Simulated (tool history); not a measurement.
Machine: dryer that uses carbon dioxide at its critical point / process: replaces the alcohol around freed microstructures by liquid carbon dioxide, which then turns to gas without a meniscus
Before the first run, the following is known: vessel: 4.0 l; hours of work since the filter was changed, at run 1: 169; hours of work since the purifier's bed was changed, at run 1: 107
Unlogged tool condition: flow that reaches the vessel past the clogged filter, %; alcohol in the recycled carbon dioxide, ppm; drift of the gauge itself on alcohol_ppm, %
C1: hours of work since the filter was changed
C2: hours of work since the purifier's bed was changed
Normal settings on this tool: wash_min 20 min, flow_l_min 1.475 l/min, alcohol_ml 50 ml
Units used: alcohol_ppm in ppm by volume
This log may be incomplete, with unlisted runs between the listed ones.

run 1 hour=0.0 | wash_min=20 flow_l_min=1.475 alcohol_ml=50 | C1=169 C2=107 | alcohol_ppm=70
run 2 hour=6.9 | wash_min=20 flow_l_min=1.475 alcohol_ml=50 | C1=174 C2=112 | alcohol_ppm=70
run 3 hour=21.2 | wash_min=18 flow_l_min=1.475 alcohol_ml=50 | C1=183 C2=121 | alcohol_ppm=109
run 4 hour=33.4 | wash_min=18 flow_l_min=1.475 alcohol_ml=50 | C1=190 C2=129 | alcohol_ppm=101
run 5 hour=46.2 | wash_min=20 flow_l_min=1.475 alcohol_ml=50 | C1=199 C2=137 | alcohol_ppm=71
run 6 hour=55.2 | wash_min=20 flow_l_min=0.890 alcohol_ml=50 | C1=204 C2=142 | alcohol_ppm=374
run 7 hour=69.8 | wash_min=20 flow_l_min=1.640 alcohol_ml=50 | C1=213 C2=151 | alcohol_ppm=59
run 8 hour=82.2 | wash_min=20 flow_l_min=0.910 alcohol_ml=50 | C1=221 C2=159 | alcohol_ppm=355
run 9 hour=88.2 | wash_min=20 flow_l_min=0.910 alcohol_ml=50 | C1=225 C2=163 | alcohol_ppm=362
run 10 hour=98.4 | wash_min=20 flow_l_min=0.910 alcohol_ml=50 | C1=231 C2=169 | alcohol_ppm=360
run 11 hour=108.3 | wash_min=21 flow_l_min=2.000 alcohol_ml=29 | C1=238 C2=176 | alcohol_ppm=54
run 12 hour=116.3 | wash_min=14 flow_l_min=1.390 alcohol_ml=22 | C1=243 C2=181 | alcohol_ppm=170
run 13 hour=123.8 | wash_min=26 flow_l_min=1.510 alcohol_ml=112 | C1=247 C2=185 | alcohol_ppm=68
run 14 hour=133.6 | wash_min=14 flow_l_min=2.490 alcohol_ml=112 | C1=254 C2=192 | alcohol_ppm=96
run 15 hour=147.9 | wash_min=14 flow_l_min=2.490 alcohol_ml=112 | C1=263 C2=201 | alcohol_ppm=86

For some of the steps in alcohol_ppm from one run to the next: how much would appear even if the tool had no hidden state, given the settings, what came in and random variation, and how much remains for the hidden state plus any gauge scatter that the measured result and the result without hidden state don't share?
Run 6 -> 7: flow_l_min 0.890 -> 1.640. alcohol_ppm -315 ppm by volume: hidden state -35, all else -280.
Run 10 -> 11: wash_min 20 -> 21, flow_l_min 0.910 -> 2.000, alcohol_ml 50 -> 29. alcohol_ppm -306 ppm by volume: hidden state -43, all else -263.
